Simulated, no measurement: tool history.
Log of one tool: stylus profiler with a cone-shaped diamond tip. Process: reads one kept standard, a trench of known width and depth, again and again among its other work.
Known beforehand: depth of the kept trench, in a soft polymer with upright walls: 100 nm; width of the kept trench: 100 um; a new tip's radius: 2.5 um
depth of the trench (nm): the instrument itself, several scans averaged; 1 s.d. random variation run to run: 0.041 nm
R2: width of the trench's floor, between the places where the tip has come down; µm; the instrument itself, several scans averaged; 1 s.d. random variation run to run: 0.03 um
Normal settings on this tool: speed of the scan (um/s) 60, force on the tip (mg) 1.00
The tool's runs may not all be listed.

{"run": 1, "hour": 0.0, "speed of the scan (um/s)": 60, "force on the tip (mg)": 1.0, "depth of the trench (nm)": 100.32, "R2": 97.95}
{"run": 2, "hour": 9.3, "speed of the scan (um/s)": 60, "force on the tip (mg)": 1.0, "depth of the trench (nm)": 100.41, "R2": 97.98}
{"run": 3, "hour": 18.8, "speed of the scan (um/s)": 60, "force on the tip (mg)": 1.0, "depth of the trench (nm)": 100.33, "R2": 98.01}
{"run": 4, "hour": 38.6, "speed of the scan (um/s)": 60, "force on the tip (mg)": 1.0, "depth of the trench (nm)": 100.35, "R2": 98.0}
{"run": 5, "hour": 57.7, "speed of the scan (um/s)": 60, "force on the tip (mg)": 0.37, "depth of the trench (nm)": 100.25, "R2": 97.66}
{"run": 6, "hour": 68.8, "speed of the scan (um/s)": 60, "force on the tip (mg)": 0.37, "depth of the trench (nm)": 100.13, "R2": 97.66}
{"run": 7, "hour": 81.0, "speed of the scan (um/s)": 60, "force on the tip (mg)": 0.37, "depth of the trench (nm)": 100.19, "R2": 97.69}
{"run": 8, "hour": 89.7, "speed of the scan (um/s)": 109, "force on the tip (mg)": 0.95, "depth of the trench (nm)": 100.37, "R2": 97.63}
{"run": 9, "hour": 102.3, "speed of the scan (um/s)": 109, "force on the tip (mg)": 0.95, "depth of the trench (nm)": 100.34, "R2": 97.52}
{"run": 10, "hour": 118.4, "speed of the scan (um/s)": 109, "force on the tip (mg)": 0.95, "depth of the trench (nm)": 100.34, "R2": 97.59}
{"run": 11, "hour": 136.7, "speed of the scan (um/s)": 22, "force on the tip (mg)": 2.12, "depth of the trench (nm)": 100.69, "R2": 98.34}
{"run": 12, "hour": 153.5, "speed of the scan (um/s)": 60, "force on the tip (mg)": 0.7, "depth of the trench (nm)": 100.36, "R2": 97.84}

Alternative continuations, all from the tool just after run 12; predict every row:
{"run": "A", "hour": 171.4, "speed of the scan (um/s)": 27, "force on the tip (mg)": 0.38, "depth of the trench (nm)": "?", "R2": "?"}
{"run": "B", "hour": 171.4, "speed of the scan (um/s)": 60, "force on the tip (mg)": 0.96, "depth of the trench (nm)": "?", "R2": "?"}
{"run": "C", "hour": 171.4, "speed of the scan (um/s)": 25, "force on the tip (mg)": 0.49, "depth of the trench (nm)": "?", "R2": "?"}
{"run": "D", "hour": 171.4, "speed of the scan (um/s)": 77, "force on the tip (mg)": 0.36, "depth of the trench (nm)": "?", "R2": "?"}

run=A depth_of_the_trench_(nm)=100.29 R2=98.09
run=B depth_of_the_trench_(nm)=100.41 R2=97.90
run=C depth_of_the_trench_(nm)=100.30 R2=98.13
run=D depth_of_the_trench_(nm)=100.27 R2=97.43
Take away the tool's hidden state, keep each run's random variation, and the runs would have read:
run=A depth_of_the_trench_(nm)=100.21 R2=98.30
run=B depth_of_the_trench_(nm)=100.34 R2=98.10
run=C depth_of_the_trench_(nm)=100.22 R2=98.33
run=D depth_of_the_trench_(nm)=100.20 R2=97.63
